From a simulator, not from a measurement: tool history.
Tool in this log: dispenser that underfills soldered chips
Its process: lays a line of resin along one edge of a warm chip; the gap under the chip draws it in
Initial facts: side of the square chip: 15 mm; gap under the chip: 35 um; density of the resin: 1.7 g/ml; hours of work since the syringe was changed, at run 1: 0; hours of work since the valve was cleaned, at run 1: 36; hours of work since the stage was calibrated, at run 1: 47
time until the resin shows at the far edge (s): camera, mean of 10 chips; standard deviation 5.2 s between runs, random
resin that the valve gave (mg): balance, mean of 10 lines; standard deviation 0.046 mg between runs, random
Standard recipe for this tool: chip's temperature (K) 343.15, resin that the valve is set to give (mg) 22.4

run,hour,chip's temperature (K),resin that the valve is set to give (mg),hours of work since the syringe was changed,hours of work since the valve was cleaned,hours of work since the stage was calibrated,time until the resin shows at the far edge (s),resin that the valve gave (mg)
1,0,343.15,22.4,0,36,47,534.7,21.9
2,2.7,343.15,22.4,2,37,49,614.8,21.96
3,9,343.15,22.4,6,41,53,853.6,21.99
# hour 10.2: new syringe of resin
4,12.5,343.15,22.8,1,43,55,587.8,22.24
5,16,343.15,22.8,4,45,57,710.3,22.35
6,19.9,354.15,22.8,6,48,59,508.6,22.24
# hour 20.8: new syringe of resin
7,24.2,354.15,20.7,2,50,62,368.3,20.24
8,29.9,354.15,20.7,6,54,65,490.3,20.09
# hour 31.2: new syringe of resin
9,35,343.15,22.4,2,56,68,643.9,21.8
10,40.2,343.15,22.4,5,60,71,835.6,21.75
# hour 41.7: new syringe of resin
11,46.9,343.15,22.4,3,64,75,687.7,21.74
# hour 52.6: new syringe of resin
12,53.6,343.15,22.4,1,67,79,558.4,21.79
13,56.4,343.15,22.4,2,69,81,639.2,21.63
14,60.9,343.15,22.4,5,72,83,820.6,21.61
# hour 63.1: new syringe of resin
15,65.7,343.15,22.4,2,75,86,598,21.58
16,70.2,343.15,22.4,4,77,89,732.8,21.69
# hour 73.5: new syringe of resin
17,73.7,343.15,22.4,0,79,91,526.5,21.58
18,77.6,343.15,22.4,2,82,93,632.6,21.51
# hour 84: new syringe of resin
19,84,351.15,22.9,0,85,97,356.9,21.96
20,88,334.15,19.1,2,88,99,1036.6,18.31
21,91,330.15,27.4,4,90,101,1464.1,26.16
# hour 94.8: new syringe of resin
22,95.8,329.15,21.7,1,92,104,1102.5,20.74
23,100.1,335.15,20.1,3,95,106,1043.7,19.19
24,104.1,331.15,26.2,6,97,109,1576.6,25.01
# hour 105.6: new syringe of resin
# hour 111.9: dispensing valve cleaned and set on the balance
25,111.9,331.15,26.2,3,0,113,1251.1,26.1
26,115.3,331.15,26.2,5,2,115,1494.4,26.16
# hour 117.4: new syringe of resin
27,121.5,351.15,22.4,2,6,118,437.2,22.35
# hour 128.1: new syringe of resin
28,128.1,343.15,26,0,10,122,523,25.86
29,132.4,343.15,26,3,12,125,635.5,25.82
30,136.4,343.15,26,5,15,127,784.8,25.78
# hour 138.7: new syringe of resin
31,140.3,333.15,23.9,1,17,129,934.7,23.71
32,145.8,333.15,23.9,4,20,133,1245.3,23.71
# hour 149.2: new syringe of resin
33,152.4,339.15,26.4,2,24,137,759.3,26.13
34,155.2,339.15,22.4,4,26,138,879.2,22.26
# hour 159.7: new syringe of resin
35,159.7,345.15,27.6,0,28,141,471.3,27.25
36,162.7,354.15,20,2,30,143,357.6,19.75

Table of differences, measured result less the result of that run with no hidden state. Run-to-run variation is the same in both. Gauge scatter possibly is not:
Hidden state present: resin's viscosity, % of fresh resin's; dose that the valve gives, % of what is set; true chip temperature over the reading, C; drift of the gauge itself on fill_s, %; drift of the gauge itself on given_mg, %.
run,time until the resin shows at the far edge (s),resin that the valve gave (mg)
1,+22.9,-0.37
2,+102.5,-0.39
3,+340.3,-0.44
4,+75.3,-0.46
5,+193.6,-0.49
6,+205.5,-0.51
7,+62.6,-0.49
8,+186.1,-0.53
9,+121.4,-0.6
10,+317.3,-0.63
11,+168.9,-0.67
12,+36,-0.72
13,+122.6,-0.74
14,+295.9,-0.77
15,+81.8,-0.8
16,+230.9,-0.84
17,+4,-0.85
18,+120.5,-0.88
19,+4.7,-0.94
20,+207.3,-0.8
21,+456.2,-1.17
22,+51.8,-0.96
23,+248.9,-0.91
24,+594.9,-1.22
25,+302.4,+0.02
26,+543.7,-0.01
27,+81.9,-0.04
28,+3.1,-0.11
29,+129.5,-0.14
30,+276.5,-0.17
31,+89.2,-0.19
32,+397,-0.22
33,+129.8,-0.29
34,+248,-0.26
35,+4.6,-0.37
36,+55.2,-0.28
